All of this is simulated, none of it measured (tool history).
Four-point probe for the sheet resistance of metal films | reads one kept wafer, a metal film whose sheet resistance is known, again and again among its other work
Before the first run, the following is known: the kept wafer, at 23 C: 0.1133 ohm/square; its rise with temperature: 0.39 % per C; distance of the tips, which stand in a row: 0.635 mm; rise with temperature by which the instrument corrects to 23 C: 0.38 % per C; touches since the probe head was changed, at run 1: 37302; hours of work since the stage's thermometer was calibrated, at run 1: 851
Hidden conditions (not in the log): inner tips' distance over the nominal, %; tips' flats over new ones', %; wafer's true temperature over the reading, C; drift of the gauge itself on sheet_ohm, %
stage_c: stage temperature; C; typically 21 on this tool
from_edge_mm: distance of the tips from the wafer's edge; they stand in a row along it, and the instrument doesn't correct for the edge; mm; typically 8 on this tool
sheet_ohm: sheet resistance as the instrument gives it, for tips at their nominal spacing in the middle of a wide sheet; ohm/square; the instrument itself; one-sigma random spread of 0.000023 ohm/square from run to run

| run | hour | stage_c | from_edge_mm | touches since the probe head was changed | hours of work since the stage's thermometer was calibrated | sheet_ohm |
|---|---|---|---|---|---|---|
| 1 | 0.0 | 21 | 8 | 37302 | 851 | 0.113701 |
| 2 | 47.5 | 20 | 8 | 39525 | 887 | 0.113625 |
| 3 | 102.1 | 20 | 8 | 42075 | 928 | 0.113657 |
| 4 | 138.7 | 20 | 8 | 43787 | 955 | 0.113685 |
| 5 | 175.9 | 20 | 8 | 45526 | 983 | 0.113679 |
| 6 | 245.2 | 21 | 7 | 48770 | 1035 | 0.113796 |
| 7 | 280.8 | 21 | 7 | 50432 | 1062 | 0.113787 |
| 8 | 320.7 | 21 | 7 | 52298 | 1092 | 0.113793 |
| 9 | 360.9 | 19 | 8 | 54179 | 1122 | 0.113644 |
| 10 | 408.0 | 19 | 8 | 56383 | 1158 | 0.113622 |
| 11 | 443.0 | 19 | 8 | 58021 | 1184 | 0.113663 |
| 12 | 500.3 | 19 | 8 | 60699 | 1227 | 0.113669 |
| 13 | 547.8 | 19 | 8 | 62921 | 1263 | 0.113639 |
| 14 | 587.9 | 19 | 8 | 64794 | 1293 | 0.113645 |
| 15 | 656.8 | 26 | 8 | 68017 | 1345 | 0.113748 |
| 16 | 719.3 | 26 | 8 | 70941 | 1392 | 0.113721 |
| 17 | 767.1 | 26 | 8 | 73175 | 1428 | 0.113691 |
| 18 | 807.1 | 26 | 8 | 75045 | 1458 | 0.113697 |
| 19 | 849.0 | 26 | 8 | 77008 | 1489 | 0.113734 |
| 20 | 900.6 | 26 | 8 | 79421 | 1528 | 0.113669 |
| 21 | 946.0 | 26 | 8 | 81543 | 1562 | 0.113700 |
| 22 | 987.7 | 26 | 8 | 83493 | 1594 | 0.113697 |
| 23 | 1058.7 | 21 | 8 | 86814 | 1647 | 0.113650 |
| 24 | 1125.4 | 21 | 8 | 89934 | 1697 | 0.113662 |
| 25 | 1192.6 | 34 | 4 | 93077 | 1748 | 0.114901 |
| 26 | 1253.9 | 32 | 12 | 95940 | 1794 | 0.113539 |
| 27 | 1303.1 | 24 | 24 | 98241 | 1831 | 0.113315 |
| 28 | 1365.9 | 24 | 24 | 101181 | 1878 | 0.113382 |
| 29 | 1435.1 | 24 | 4 | 104415 | 1930 | 0.114812 |
| 30 | 1508.7 | 27 | 65 | 107856 | 1985 | 0.113337 |
| 31 | 1551.6 | 27 | 65 | 109864 | 2018 | 0.113368 |

The next listed run, before its measurement:
| 32 | 1613.3 | 26 | 4 | 112747 | 2064 | ? |

sheet_ohm: 0.114860 ohm/square
With the hidden condition absent and the run-to-run variation left alone, this run would have shown sheet_ohm 0.114870 ohm/square.
